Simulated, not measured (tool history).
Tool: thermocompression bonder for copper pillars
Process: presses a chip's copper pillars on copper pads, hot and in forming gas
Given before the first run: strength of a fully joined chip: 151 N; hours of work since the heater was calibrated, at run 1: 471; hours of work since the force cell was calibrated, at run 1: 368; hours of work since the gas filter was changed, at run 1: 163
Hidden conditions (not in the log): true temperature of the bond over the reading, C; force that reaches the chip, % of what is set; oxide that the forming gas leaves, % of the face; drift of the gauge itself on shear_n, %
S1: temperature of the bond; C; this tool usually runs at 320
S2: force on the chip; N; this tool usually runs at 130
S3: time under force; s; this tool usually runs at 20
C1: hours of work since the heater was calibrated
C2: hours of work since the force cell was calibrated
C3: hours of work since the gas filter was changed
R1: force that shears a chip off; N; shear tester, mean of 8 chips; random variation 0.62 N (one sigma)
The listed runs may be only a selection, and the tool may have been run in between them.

{"run": 1, "hour": 0.0, "S1": 320, "S2": 130, "S3": 20, "C1": 471, "C2": 368, "C3": 163, "R1": 61.0}
{"run": 2, "hour": 24.5, "S1": 320, "S2": 130, "S3": 20, "C1": 490, "C2": 387, "C3": 182, "R1": 60.7}
{"hour": 42.6, "done": "forming gas filter changed"}
{"run": 3, "hour": 47.1, "S1": 320, "S2": 130, "S3": 20, "C1": 508, "C2": 404, "C3": 3, "R1": 64.5}
{"run": 4, "hour": 66.0, "S1": 320, "S2": 130, "S3": 20, "C1": 522, "C2": 419, "C3": 18, "R1": 63.1}
{"run": 5, "hour": 90.7, "S1": 320, "S2": 130, "S3": 20, "C1": 542, "C2": 438, "C3": 37, "R1": 62.6}
{"run": 6, "hour": 109.8, "S1": 320, "S2": 130, "S3": 20, "C1": 556, "C2": 453, "C3": 52, "R1": 62.1}
{"run": 7, "hour": 132.7, "S1": 320, "S2": 130, "S3": 20, "C1": 574, "C2": 471, "C3": 70, "R1": 61.2}
{"run": 8, "hour": 159.6, "S1": 320, "S2": 130, "S3": 20, "C1": 595, "C2": 492, "C3": 91, "R1": 60.2}
{"run": 9, "hour": 187.9, "S1": 320, "S2": 130, "S3": 20, "C1": 617, "C2": 514, "C3": 113, "R1": 61.5}
{"run": 10, "hour": 209.2, "S1": 302, "S2": 185, "S3": 15, "C1": 634, "C2": 530, "C3": 130, "R1": 61.0}
{"run": 11, "hour": 231.4, "S1": 302, "S2": 185, "S3": 15, "C1": 651, "C2": 548, "C3": 147, "R1": 59.0}
{"run": 12, "hour": 245.1, "S1": 335, "S2": 80, "S3": 38, "C1": 662, "C2": 558, "C3": 158, "R1": 55.8}
{"run": 13, "hour": 265.0, "S1": 320, "S2": 145, "S3": 28, "C1": 677, "C2": 574, "C3": 173, "R1": 73.0}
{"run": 14, "hour": 291.6, "S1": 309, "S2": 182, "S3": 20, "C1": 698, "C2": 594, "C3": 194, "R1": 69.0}
{"hour": 294.5, "done": "forming gas filter changed"}
{"run": 15, "hour": 324.0, "S1": 345, "S2": 103, "S3": 49, "C1": 723, "C2": 619, "C3": 23, "R1": 87.5}
{"run": 16, "hour": 352.6, "S1": 319, "S2": 154, "S3": 31, "C1": 745, "C2": 641, "C3": 45, "R1": 81.2}
{"run": 17, "hour": 383.8, "S1": 319, "S2": 154, "S3": 31, "C1": 769, "C2": 666, "C3": 70, "R1": 80.6}
{"run": 18, "hour": 397.5, "S1": 340, "S2": 131, "S3": 59, "C1": 780, "C2": 676, "C3": 80, "R1": 104.0}

Each row is a separate what-if for the run after 18, all from the same tool condition, not one after another. Results?
{"run": "A", "hour": 429.6, "S1": 340, "S2": 111, "S3": 59, "C1": 805, "C2": 701, "C3": 105, "R1": "?"}
{"run": "B", "hour": 429.6, "S1": 331, "S2": 145, "S3": 37, "C1": 805, "C2": 701, "C3": 105, "R1": "?"}
{"run": "C", "hour": 429.6, "S1": 317, "S2": 146, "S3": 59, "C1": 805, "C2": 701, "C3": 105, "R1": "?"}
{"run": "D", "hour": 429.6, "S1": 331, "S2": 131, "S3": 59, "C1": 805, "C2": 701, "C3": 105, "R1": "?"}
{"run": "E", "hour": 429.6, "S1": 298, "S2": 133, "S3": 44, "C1": 805, "C2": 701, "C3": 105, "R1": "?"}

run=A R1=92.5
run=B R1=90.3
run=C R1=89.4
run=D R1=94.8
run=E R1=59.8
The same runs, with their run-to-run variation unchanged, on a tool lacking any hidden condition would have given:
run=A R1=105.1
run=B R1=103.0
run=C R1=102.2
run=D R1=107.4
run=E R1=71.0

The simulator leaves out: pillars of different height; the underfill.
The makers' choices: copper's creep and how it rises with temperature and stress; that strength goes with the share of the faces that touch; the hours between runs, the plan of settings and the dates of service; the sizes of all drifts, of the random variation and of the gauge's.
